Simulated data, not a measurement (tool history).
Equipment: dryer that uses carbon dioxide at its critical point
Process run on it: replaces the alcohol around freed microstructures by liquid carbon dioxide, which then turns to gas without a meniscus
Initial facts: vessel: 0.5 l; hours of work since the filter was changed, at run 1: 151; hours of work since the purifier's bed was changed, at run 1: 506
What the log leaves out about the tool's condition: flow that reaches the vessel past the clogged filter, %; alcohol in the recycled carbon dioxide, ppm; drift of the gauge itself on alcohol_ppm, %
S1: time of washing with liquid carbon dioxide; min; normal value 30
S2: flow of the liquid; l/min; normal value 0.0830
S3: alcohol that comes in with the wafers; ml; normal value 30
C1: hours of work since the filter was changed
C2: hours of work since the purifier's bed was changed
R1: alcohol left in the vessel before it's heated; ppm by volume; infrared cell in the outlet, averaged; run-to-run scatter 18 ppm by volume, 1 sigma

| run | hour | S1 | S2 | S3 | C1 | C2 | R1 |
|---|---|---|---|---|---|---|---|
| 1 | 0.0 | 30 | 0.0830 | 30 | 151 | 506 | 1490 |
| 2 | 19.6 | 26 | 0.0830 | 30 | 164 | 519 | 2490 |
| 3 | 37.8 | 26 | 0.0830 | 30 | 177 | 532 | 2534 |
| 4 | 57.3 | 26 | 0.0830 | 30 | 191 | 546 | 2486 |
| 5 | 74.3 | 26 | 0.0721 | 30 | 203 | 557 | 3870 |
| 6 | 92.0 | 26 | 0.0721 | 30 | 215 | 570 | 3988 |
| 7 | 105.1 | 30 | 0.0830 | 30 | 224 | 579 | 1685 |
| 8 | 121.0 | 42 | 0.0830 | 30 | 235 | 590 | 458 |
| 9 | 139.3 | 42 | 0.0830 | 30 | 248 | 603 | 477 |
| 10 | 154.6 | 42 | 0.0830 | 30 | 258 | 613 | 484 |
| 11 | 169.0 | 42 | 0.0830 | 30 | 268 | 623 | 496 |
| 12 | 179.9 | 42 | 0.0830 | 30 | 276 | 631 | 504 |
|  | 193.5 | inlet filter changed |
| 13 | 199.7 | 42 | 0.0830 | 30 | 4 | 644 | 363 |
| 14 | 211.5 | 42 | 0.0830 | 30 | 13 | 652 | 360 |
| 15 | 227.7 | 42 | 0.0830 | 30 | 24 | 663 | 376 |
| 16 | 237.5 | 42 | 0.0830 | 30 | 31 | 670 | 384 |
| 17 | 248.8 | 29 | 0.1234 | 22 | 38 | 678 | 278 |
| 18 | 267.0 | 29 | 0.1234 | 22 | 51 | 691 | 271 |
| 19 | 282.6 | 29 | 0.1234 | 22 | 62 | 702 | 286 |
| 20 | 302.0 | 31 | 0.1007 | 76 | 75 | 715 | 1378 |
| 21 | 317.6 | 31 | 0.1007 | 76 | 86 | 726 | 1393 |
| 22 | 329.1 | 42 | 0.0830 | 65 | 94 | 734 | 790 |
| 23 | 338.9 | 22 | 0.0647 | 45 | 101 | 741 | 10815 |
| 24 | 350.6 | 22 | 0.0647 | 86 | 109 | 749 | 20546 |
| 25 | 367.5 | 22 | 0.0647 | 86 | 121 | 761 | 20778 |
| 26 | 379.1 | 22 | 0.0647 | 86 | 129 | 769 | 20539 |
| 27 | 389.5 | 44 | 0.0558 | 39 | 136 | 776 | 2176 |
| 28 | 409.1 | 44 | 0.0981 | 56 | 150 | 790 | 300 |

What differs in the tool's unlogged condition from the final listed run ahead of each entry between runs to the first listed run following it?
Run 12 -> run 13: inlet filter changed (hour 193.5)
  flow that reaches the vessel past the clogged filter, %: 91 -> 99.1; alcohol in the recycled carbon dioxide, ppm: 98.4 -> 100.2
  measured minus no-state result, R1: +256 -> +110 ppm by volume
